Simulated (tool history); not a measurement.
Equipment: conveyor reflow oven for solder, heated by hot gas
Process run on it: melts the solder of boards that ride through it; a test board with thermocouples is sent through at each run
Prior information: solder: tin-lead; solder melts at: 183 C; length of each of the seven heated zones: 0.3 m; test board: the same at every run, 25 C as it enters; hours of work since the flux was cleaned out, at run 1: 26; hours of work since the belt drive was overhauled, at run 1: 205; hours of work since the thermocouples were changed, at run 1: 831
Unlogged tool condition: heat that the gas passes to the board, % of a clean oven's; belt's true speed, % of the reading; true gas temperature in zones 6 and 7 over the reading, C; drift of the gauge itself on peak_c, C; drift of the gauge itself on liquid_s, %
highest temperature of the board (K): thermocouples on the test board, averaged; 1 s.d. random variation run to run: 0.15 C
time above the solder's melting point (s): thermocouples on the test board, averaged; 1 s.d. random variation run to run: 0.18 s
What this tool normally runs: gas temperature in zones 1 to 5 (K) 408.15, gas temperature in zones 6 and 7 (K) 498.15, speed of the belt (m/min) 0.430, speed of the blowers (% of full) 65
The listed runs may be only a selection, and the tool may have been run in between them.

| run | day | gas temperature in zones 1 to 5 (K) | gas temperature in zones 6 and 7 (K) | speed of the belt (m/min) | speed of the blowers (% of full) | hours of work since the flux was cleaned out | hours of work since the belt drive was overhauled | hours of work since the thermocouples were changed | highest temperature of the board (K) | time above the solder's melting point (s) |
|---|---|---|---|---|---|---|---|---|---|---|
| 1 | 0.000 | 408.15 | 498.15 | 0.430 | 65 | 26 | 205 | 831 | 481.15 | 51.9 |
| 2 | 2.612 | 408.15 | 498.15 | 0.422 | 65 | 64 | 243 | 869 | 481.55 | 53.6 |
| 3 | 4.179 | 408.15 | 498.15 | 0.422 | 65 | 87 | 266 | 891 | 481.85 | 53.7 |
| 4 | 7.242 | 408.15 | 498.15 | 0.422 | 65 | 131 | 310 | 936 | 481.75 | 53.5 |
| 5 | 9.571 | 408.15 | 498.15 | 0.430 | 72 | 165 | 344 | 970 | 482.65 | 54.4 |
|  | 10.842 | flux residue cleaned out of gas plates and filters |
| 6 | 11.904 | 408.15 | 498.15 | 0.351 | 72 | 15 | 375 | 1000 | 489.35 | 77.0 |
| 7 | 14.462 | 408.15 | 498.15 | 0.351 | 72 | 53 | 412 | 1038 | 489.45 | 76.7 |
| 8 | 16.008 | 417.15 | 510.15 | 0.430 | 56 | 75 | 434 | 1060 | 490.05 | 64.3 |
| 9 | 17.592 | 408.15 | 498.15 | 0.373 | 72 | 98 | 457 | 1083 | 488.15 | 70.0 |
| 10 | 20.738 | 416.15 | 493.15 | 0.430 | 65 | 144 | 503 | 1129 | 479.25 | 53.2 |
| 11 | 22.950 | 416.15 | 493.15 | 0.430 | 65 | 176 | 535 | 1161 | 479.05 | 53.3 |
|  | 23.604 | flux residue cleaned out of gas plates and filters |
| 12 | 25.883 | 412.15 | 508.15 | 0.456 | 51 | 33 | 574 | 1200 | 483.25 | 51.0 |
| 13 | 29.212 | 393.15 | 489.15 | 0.430 | 65 | 81 | 623 | 1249 | 471.95 | 35.2 |
| 14 | 31.183 | 393.15 | 489.15 | 0.430 | 65 | 110 | 651 | 1277 | 471.45 | 35.0 |

Here are 4 independent what-if runs from the current tool condition. What would each one return?
|  | 33.121 | thermocouples of zones 6 and 7 changed |
| A | 34.762 | 408.15 | 498.15 | 0.430 | 57 | 161 | 702 | 24 | ? | ? |
|  | 33.121 | thermocouples of zones 6 and 7 changed |
| B | 34.762 | 415.15 | 493.15 | 0.430 | 65 | 161 | 702 | 24 | ? | ? |
|  | 33.121 | thermocouples of zones 6 and 7 changed |
| C | 34.762 | 415.15 | 498.15 | 0.487 | 65 | 161 | 702 | 24 | ? | ? |
|  | 33.121 | thermocouples of zones 6 and 7 changed |
| D | 34.762 | 415.15 | 510.15 | 0.430 | 69 | 161 | 702 | 24 | ? | ? |

| run | highest temperature of the board (K) | time above the solder's melting point (s) |
|---|---|---|
| A | 476.55 | 45.8 |
| B | 476.65 | 49.8 |
| C | 476.85 | 42.8 |
| D | 492.05 | 65.9 |
Without the tool's hidden state the same runs would have given:
| run | highest temperature of the board (K) | time above the solder's melting point (s) |
|---|---|---|
| A | 476.55 | 45.3 |
| B | 476.65 | 49.3 |
| C | 476.95 | 42.4 |
| D | 492.15 | 65.2 |
